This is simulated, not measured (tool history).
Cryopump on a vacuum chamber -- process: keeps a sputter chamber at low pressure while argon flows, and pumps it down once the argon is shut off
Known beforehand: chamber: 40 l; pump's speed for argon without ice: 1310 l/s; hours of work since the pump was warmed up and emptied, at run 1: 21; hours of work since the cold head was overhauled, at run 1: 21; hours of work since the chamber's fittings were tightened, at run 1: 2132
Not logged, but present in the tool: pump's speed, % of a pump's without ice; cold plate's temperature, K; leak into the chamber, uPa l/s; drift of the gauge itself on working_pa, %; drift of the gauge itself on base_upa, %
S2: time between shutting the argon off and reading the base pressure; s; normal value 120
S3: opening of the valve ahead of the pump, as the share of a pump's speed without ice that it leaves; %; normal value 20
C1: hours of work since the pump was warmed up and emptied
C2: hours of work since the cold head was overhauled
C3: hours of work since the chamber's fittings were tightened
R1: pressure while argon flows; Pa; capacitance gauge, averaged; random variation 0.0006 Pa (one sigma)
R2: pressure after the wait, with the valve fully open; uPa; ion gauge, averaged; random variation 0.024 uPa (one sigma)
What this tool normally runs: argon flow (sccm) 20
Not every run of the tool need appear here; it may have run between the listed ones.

{"run": 1, "day": 0.0, "argon flow (sccm)": 20, "S2": 120, "S3": 20, "C1": 21, "C2": 21, "C3": 2132, "R1": 0.1292, "R2": 1.67}
{"run": 2, "day": 0.671, "argon flow (sccm)": 20, "S2": 120, "S3": 20, "C1": 30, "C2": 30, "C3": 2141, "R1": 0.1291, "R2": 1.72}
{"run": 3, "day": 1.312, "argon flow (sccm)": 20, "S2": 120, "S3": 20, "C1": 39, "C2": 39, "C3": 2150, "R1": 0.1291, "R2": 1.71}
{"run": 4, "day": 1.854, "argon flow (sccm)": 20, "S2": 120, "S3": 20, "C1": 46, "C2": 46, "C3": 2157, "R1": 0.129, "R2": 1.69}
{"run": 5, "day": 2.492, "argon flow (sccm)": 20, "S2": 120, "S3": 20, "C1": 55, "C2": 55, "C3": 2166, "R1": 0.1289, "R2": 1.67}
{"run": 6, "day": 3.721, "argon flow (sccm)": 20, "S2": 120, "S3": 20, "C1": 71, "C2": 71, "C3": 2182, "R1": 0.1281, "R2": 1.7}
{"run": 7, "day": 4.458, "argon flow (sccm)": 20, "S2": 62, "S3": 20, "C1": 81, "C2": 81, "C3": 2192, "R1": 0.1293, "R2": 2.36}
{"run": 8, "day": 4.992, "argon flow (sccm)": 20, "S2": 62, "S3": 20, "C1": 88, "C2": 88, "C3": 2200, "R1": 0.1289, "R2": 2.36}
{"run": 9, "day": 5.55, "argon flow (sccm)": 20, "S2": 120, "S3": 36, "C1": 96, "C2": 96, "C3": 2207, "R1": 0.0734, "R2": 1.79}
{"run": 10, "day": 6.138, "argon flow (sccm)": 20, "S2": 29, "S3": 36, "C1": 104, "C2": 104, "C3": 2215, "R1": 0.0726, "R2": 3.81}
{"run": 11, "day": 6.967, "argon flow (sccm)": 20, "S2": 120, "S3": 48, "C1": 115, "C2": 115, "C3": 2226, "R1": 0.055, "R2": 1.71}
{"run": 12, "day": 7.95, "argon flow (sccm)": 13, "S2": 221, "S3": 26, "C1": 128, "C2": 128, "C3": 2239, "R1": 0.0661, "R2": 1.51}
{"run": 13, "day": 9.062, "argon flow (sccm)": 13, "S2": 221, "S3": 26, "C1": 143, "C2": 143, "C3": 2254, "R1": 0.0653, "R2": 1.51}
{"run": 14, "day": 10.242, "argon flow (sccm)": 15, "S2": 261, "S3": 16, "C1": 159, "C2": 159, "C3": 2270, "R1": 0.1224, "R2": 1.46}
{"run": 15, "day": 10.879, "argon flow (sccm)": 15, "S2": 261, "S3": 16, "C1": 167, "C2": 167, "C3": 2279, "R1": 0.1226, "R2": 1.45}
{"run": 16, "day": 12.021, "argon flow (sccm)": 39, "S2": 120, "S3": 20, "C1": 183, "C2": 183, "C3": 2294, "R1": 0.2548, "R2": 1.78}
{"run": 17, "day": 13.238, "argon flow (sccm)": 20, "S2": 47, "S3": 22, "C1": 199, "C2": 199, "C3": 2310, "R1": 0.1195, "R2": 2.74}
{"run": 18, "day": 14.483, "argon flow (sccm)": 19, "S2": 21, "S3": 28, "C1": 216, "C2": 216, "C3": 2327, "R1": 0.0902, "R2": 4.74}
{"run": 19, "day": 15.033, "argon flow (sccm)": 10, "S2": 104, "S3": 25, "C1": 223, "C2": 223, "C3": 2335, "R1": 0.0529, "R2": 1.99}
{"run": 20, "day": 15.838, "argon flow (sccm)": 10, "S2": 104, "S3": 25, "C1": 234, "C2": 234, "C3": 2345, "R1": 0.0524, "R2": 1.86}
{"run": 21, "day": 16.354, "argon flow (sccm)": 10, "S2": 104, "S3": 25, "C1": 241, "C2": 241, "C3": 2352, "R1": 0.0518, "R2": 1.95}
{"run": 22, "day": 17.117, "argon flow (sccm)": 17, "S2": 274, "S3": 25, "C1": 251, "C2": 251, "C3": 2363, "R1": 0.0891, "R2": 1.45}

What if the next run were any one of these 5? Each begins from the tool's condition after run 22:
{"run": "A", "day": 18.142, "argon flow (sccm)": 13, "S2": 120, "S3": 28, "C1": 265, "C2": 265, "C3": 2376, "R1": "?", "R2": "?"}
{"run": "B", "day": 18.142, "argon flow (sccm)": 29, "S2": 274, "S3": 25, "C1": 265, "C2": 265, "C3": 2376, "R1": "?", "R2": "?"}
{"run": "C", "day": 18.142, "argon flow (sccm)": 26, "S2": 96, "S3": 25, "C1": 265, "C2": 265, "C3": 2376, "R1": "?", "R2": "?"}
{"run": "D", "day": 18.142, "argon flow (sccm)": 31, "S2": 46, "S3": 21, "C1": 265, "C2": 265, "C3": 2376, "R1": "?", "R2": "?"}
{"run": "E", "day": 18.142, "argon flow (sccm)": 21, "S2": 71, "S3": 23, "C1": 265, "C2": 265, "C3": 2376, "R1": "?", "R2": "?"}

run=A R1=0.0609 R2=1.9
run=B R1=0.1518 R2=1.47
run=C R1=0.1368 R2=2
run=D R1=0.1922 R2=2.85
run=E R1=0.1199 R2=2.2
Had the tool no hidden state, the same runs would have come out as:
run=A R1=0.0597 R2=0.91
run=B R1=0.149 R2=0.5
run=C R1=0.1343 R2=1.02
run=D R1=0.1892 R2=1.88
run=E R1=0.1179 R2=1.23

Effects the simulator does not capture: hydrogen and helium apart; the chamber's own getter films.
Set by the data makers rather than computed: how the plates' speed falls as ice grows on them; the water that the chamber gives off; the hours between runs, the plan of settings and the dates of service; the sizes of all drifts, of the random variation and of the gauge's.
